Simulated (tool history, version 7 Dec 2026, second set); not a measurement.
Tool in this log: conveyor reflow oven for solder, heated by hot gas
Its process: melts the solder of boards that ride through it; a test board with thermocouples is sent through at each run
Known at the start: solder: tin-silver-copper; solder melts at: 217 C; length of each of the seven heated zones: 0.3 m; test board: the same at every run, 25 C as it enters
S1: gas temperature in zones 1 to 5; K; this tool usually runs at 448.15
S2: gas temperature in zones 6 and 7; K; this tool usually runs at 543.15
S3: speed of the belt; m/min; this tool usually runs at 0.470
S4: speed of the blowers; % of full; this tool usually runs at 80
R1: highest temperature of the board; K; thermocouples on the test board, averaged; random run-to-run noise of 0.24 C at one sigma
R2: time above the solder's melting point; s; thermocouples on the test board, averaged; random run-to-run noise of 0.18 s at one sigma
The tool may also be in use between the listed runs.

run 1 hour=0.0 | S1=448.15 S2=543.15 S3=0.470 S4=80 | R1=522.75 R2=55.0
run 2 hour=70.2 | S1=448.15 S2=543.15 S3=0.470 S4=80 | R1=522.45 R2=54.8
run 3 hour=153.6 | S1=448.15 S2=543.15 S3=0.470 S4=80 | R1=522.45 R2=54.8
run 4 hour=230.8 | S1=448.15 S2=543.15 S3=0.470 S4=80 | R1=521.95 R2=54.5
-- hour=317.9 flux residue cleaned out of gas plates and filters
run 5 hour=323.7 | S1=452.15 S2=543.15 S3=0.470 S4=80 | R1=521.65 R2=55.9
run 6 hour=377.8 | S1=452.15 S2=543.15 S3=0.470 S4=80 | R1=521.55 R2=55.7
run 7 hour=471.0 | S1=436.15 S2=542.15 S3=0.470 S4=80 | R1=516.85 R2=45.8
-- hour=521.4 thermocouples of zones 6 and 7 changed
run 8 hour=534.0 | S1=442.15 S2=543.15 S3=0.470 S4=89 | R1=523.55 R2=54.1
run 9 hour=594.2 | S1=454.15 S2=543.15 S3=0.396 S4=89 | R1=530.45 R2=76.4
run 10 hour=662.2 | S1=456.15 S2=532.15 S3=0.392 S4=80 | R1=519.65 R2=69.4
-- hour=675.6 flux residue cleaned out of gas plates and filters
run 11 hour=725.8 | S1=434.15 S2=557.15 S3=0.413 S4=52 | R1=531.75 R2=64.7

Hidden state or all else? Some run-to-run changes of R1, split into what the settings, what came in and random variation would give without the hidden state, and what is left for the hidden state (with any gauge scatter that isn't in both results):
Hidden state at play: heat that the gas passes to the board, % of a clean oven's; belt's true speed, % of the reading; true gas temperature in zones 6 and 7 over the reading, C; drift of the gauge itself on peak_c, C; drift of the gauge itself on liquid_s, %.
Run 7 -> 8: S1 436.15 -> 442.15, S2 542.15 -> 543.15, S4 80 -> 89, thermocouples of zones 6 and 7 changed. R1 +6.70 K: hidden state +2.90, all else +3.80.
Run 10 -> 11: S1 456.15 -> 434.15, S2 532.15 -> 557.15, S3 0.392 -> 0.413, S4 80 -> 52, flux residue cleaned out of gas plates and filters. R1 +12.10 K: hidden state +1.50, all else +10.60.
